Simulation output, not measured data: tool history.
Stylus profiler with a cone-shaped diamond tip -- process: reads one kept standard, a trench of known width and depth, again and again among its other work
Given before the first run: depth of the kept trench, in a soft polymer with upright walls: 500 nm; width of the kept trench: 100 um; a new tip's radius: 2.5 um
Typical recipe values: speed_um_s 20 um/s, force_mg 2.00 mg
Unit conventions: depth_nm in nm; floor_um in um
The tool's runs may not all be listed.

{"run": 1, "day": 0.0, "speed_um_s": 20, "force_mg": 2.0, "depth_nm": 506.61, "floor_um": 96.61}
{"run": 2, "day": 1.704, "speed_um_s": 20, "force_mg": 1.08, "depth_nm": 505.06, "floor_um": 96.47}
{"run": 3, "day": 3.233, "speed_um_s": 20, "force_mg": 1.08, "depth_nm": 504.93, "floor_um": 96.51}
{"run": 4, "day": 4.379, "speed_um_s": 20, "force_mg": 1.08, "depth_nm": 505.21, "floor_um": 96.48}
{"run": 5, "day": 6.208, "speed_um_s": 20, "force_mg": 1.08, "depth_nm": 505.01, "floor_um": 96.51}
{"run": 6, "day": 7.454, "speed_um_s": 20, "force_mg": 1.08, "depth_nm": 505.17, "floor_um": 96.5}
{"run": 7, "day": 9.408, "speed_um_s": 20, "force_mg": 2.97, "depth_nm": 508.31, "floor_um": 96.57}
{"run": 8, "day": 11.371, "speed_um_s": 20, "force_mg": 2.97, "depth_nm": 508.2, "floor_um": 96.49}
{"run": 9, "day": 12.354, "speed_um_s": 12, "force_mg": 2.0, "depth_nm": 507.3, "floor_um": 96.54}
{"run": 10, "day": 13.621, "speed_um_s": 42, "force_mg": 5.51, "depth_nm": 511.4, "floor_um": 96.49}
{"run": 11, "day": 15.083, "speed_um_s": 47, "force_mg": 2.0, "depth_nm": 507.06, "floor_um": 96.42}
{"run": 12, "day": 17.038, "speed_um_s": 10, "force_mg": 4.22, "depth_nm": 509.9, "floor_um": 96.54}
{"run": 13, "day": 18.904, "speed_um_s": 26, "force_mg": 1.75, "depth_nm": 506.89, "floor_um": 96.48}
{"run": 14, "day": 20.654, "speed_um_s": 13, "force_mg": 2.43, "depth_nm": 507.75, "floor_um": 96.47}

Branching from run 14: 4 alternative next runs. What would each branch give?
{"run": "A", "day": 21.633, "speed_um_s": 71, "force_mg": 1.08, "depth_nm": "?", "floor_um": "?"}
{"run": "B", "day": 21.633, "speed_um_s": 9, "force_mg": 0.82, "depth_nm": "?", "floor_um": "?"}
{"run": "C", "day": 21.633, "speed_um_s": 35, "force_mg": 1.91, "depth_nm": "?", "floor_um": "?"}
{"run": "D", "day": 21.633, "speed_um_s": 20, "force_mg": 0.98, "depth_nm": "?", "floor_um": "?"}

run=A depth_nm=505.84 floor_um=96.21
run=B depth_nm=505.44 floor_um=96.48
run=C depth_nm=506.96 floor_um=96.41
run=D depth_nm=505.57 floor_um=96.43
The same runs, with their run-to-run variation unchanged, on a tool lacking any hidden condition would have given:
run=A depth_nm=503.20 floor_um=96.70
run=B depth_nm=502.80 floor_um=96.97
run=C depth_nm=504.32 floor_um=96.90
run=D depth_nm=502.93 floor_um=96.91

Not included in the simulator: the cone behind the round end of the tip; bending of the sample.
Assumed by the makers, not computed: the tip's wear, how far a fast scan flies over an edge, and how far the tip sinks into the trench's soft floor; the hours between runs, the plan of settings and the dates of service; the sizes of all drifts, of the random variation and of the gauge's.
